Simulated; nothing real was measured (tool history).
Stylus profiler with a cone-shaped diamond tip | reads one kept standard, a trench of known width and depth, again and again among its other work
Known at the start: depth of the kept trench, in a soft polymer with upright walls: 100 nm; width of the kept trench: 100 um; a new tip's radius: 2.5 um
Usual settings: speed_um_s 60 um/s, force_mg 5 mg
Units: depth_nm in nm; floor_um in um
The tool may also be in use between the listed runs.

run,day,speed_um_s,force_mg,depth_nm,floor_um
1,0,60,5,100.93,97.97
2,0.671,129,5,100.96,97.92
3,1.567,60,5,100.97,98.07
4,2.446,57,5,100.91,98.07
5,2.904,57,5,100.95,98.02
6,3.517,57,5,100.98,98.01
7,4.571,24,5,100.98,98.02
8,5.512,24,5,100.95,98
9,6.304,24,5,100.97,98.03
10,7.071,24,5,100.95,98.05
11,8.1,24,5,100.95,98.05
12,8.712,24,5,100.98,97.96
13,9.704,24,5,100.97,98
14,10.175,24,5,101.02,97.98
15,10.867,134,5,100.97,97.74
16,11.508,134,5,100.98,97.64
17,12.171,134,5,101,97.64
18,12.808,134,5,101.06,97.67
19,13.333,134,5,100.99,97.64
20,13.971,191,5,101.02,97.55
21,14.871,60,5,101.01,97.74
22,15.475,60,5,101.08,97.84
23,16.304,60,5,101.04,97.81
24,17.108,60,5,101.02,97.7
25,17.679,125,8.26,101.42,97.66
26,18.238,43,10.49,101.62,97.83
27,18.988,43,10.49,101.58,97.86
28,19.838,54,10.49,101.64,97.76
29,20.55,15,3.42,100.8,97.82
30,21.058,65,12.44,101.75,97.76
31,22.112,88,8.16,101.39,97.68
32,23.071,73,7.04,101.26,97.69
33,23.912,31,4.69,100.99,97.76
34,24.588,150,5.54,101.07,97.42
35,25.233,53,5.31,101.08,97.67
36,25.804,53,5.31,101.07,97.68
37,26.588,53,5.31,101.05,97.64
38,27.538,70,10.25,101.64,97.6
39,28.312,28,12.84,101.8,97.72
40,29.05,28,12.84,101.84,97.73
41,30.083,28,12.84,101.84,97.69
42,30.833,84,14.52,101.96,97.57
43,31.308,27,6.82,101.24,97.7
44,32.383,27,6.82,101.27,97.66
45,32.858,60,7.08,101.32,97.55
46,33.938,60,7.08,101.36,97.57
47,34.588,60,7.08,101.28,97.56
48,35.325,123,2.81,100.72,97.29

3 ways to go on from here, each from the tool as it stands after run 48. What would each give?
A,35.792,90,3.63,?,?
B,35.792,105,5,?,?
C,35.792,197,2.57,?,?

run,depth_nm,floor_um
A,100.85,97.44
B,101.08,97.44
C,100.69,97
Without the tool's hidden state the same runs would have given:
run,depth_nm,floor_um
A,100.7,98.39
B,100.93,98.39
C,100.54,97.94

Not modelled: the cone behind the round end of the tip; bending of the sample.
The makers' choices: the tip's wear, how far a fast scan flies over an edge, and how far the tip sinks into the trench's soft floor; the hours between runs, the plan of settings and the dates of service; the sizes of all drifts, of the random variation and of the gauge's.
